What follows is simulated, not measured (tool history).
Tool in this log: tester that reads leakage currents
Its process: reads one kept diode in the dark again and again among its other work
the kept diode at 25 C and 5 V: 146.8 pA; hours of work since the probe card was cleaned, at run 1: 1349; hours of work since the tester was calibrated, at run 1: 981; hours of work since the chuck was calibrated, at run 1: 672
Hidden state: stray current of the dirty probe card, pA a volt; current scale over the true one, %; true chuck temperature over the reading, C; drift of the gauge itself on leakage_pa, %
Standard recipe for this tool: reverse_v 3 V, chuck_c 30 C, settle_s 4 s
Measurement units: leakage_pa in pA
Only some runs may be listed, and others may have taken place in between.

run	hour	reverse_v	chuck_c	settle_s	hours of work since the probe card was cleaned	hours of work since the tester was calibrated	hours of work since the chuck was calibrated	leakage_pa
1	0	3	30	4	1349	981	672	206.37
2	144.4	3	30	4	1419	1050	741	207.99
3	283	5.07	30	4	1486	1117	808	248.08
4	427.2	3	30	4	1555	1186	877	211.34
5	542.2	3	30	4	1611	1242	933	210.98
6	686.4	3	30	4	1680	1311	1002	212.59
7	799.9	3	30	4	1735	1366	1057	214.61
8	984.2	3	30	4	1824	1455	1146	214.59
# hour 1052: probe card cleaned and baked
9	1235.6	3	30	4	88	1575	1265	213.65
10	1416.8	3	30	4	176	1662	1353	215.54
11	1541.8	3	30	4	236	1722	1413	215.32
12	1664.2	3	30	4	295	1781	1472	218.37
13	1819.3	3	30	4	370	1856	1547	218.76
14	2038.3	1.87	26	0.31	475	1961	1652	135.15
15	2302.8	3	30	0.31	603	2089	1780	224.96
16	2430.9	3	30	0.31	664	2150	1841	225.01
17	2618	2.78	30	0.62	754	2241	1931	219.58
18	2841.5	16.46	50	4	862	2348	2039	1994.69
# hour 2988.5: chuck's temperature calibrated
19	3014.9	12.53	24	1.37	945	2431	13	185.87
20	3238.9	14.18	46	3.85	1053	2539	121	1224.53
21	3384.1	14.18	46	3.85	1123	2609	191	1226.53
22	3509.8	6.55	23	1.52	1183	2669	251	138.33
23	3754.9	6.55	23	2.92	1301	2787	369	140.4
24	3987.2	11.74	23	1.54	1413	2899	481	173.22
25	4200	11.74	23	1.54	1516	3002	584	174.08
26	4437.2	11.74	23	1.54	1630	3116	698	177.34

Consider 4 possible next runs. They are alternatives, not a sequence: every one starts from the tool as it was left by run 26. What does each give?
A	4691.8	1.95	22	5.92	1753	3239	821	?
B	4691.8	11.74	60	1.54	1753	3239	821	?
C	4691.8	5.13	44	5.2	1753	3239	821	?
D	4691.8	2.19	30	4	1753	3239	821	?

run	leakage_pa
A	89.43
B	3474.06
C	791.77
D	188.32
Had the tool no hidden state, the same runs would have come out as:
run	leakage_pa
A	83.03
B	3324.27
C	751.44
D	176.97
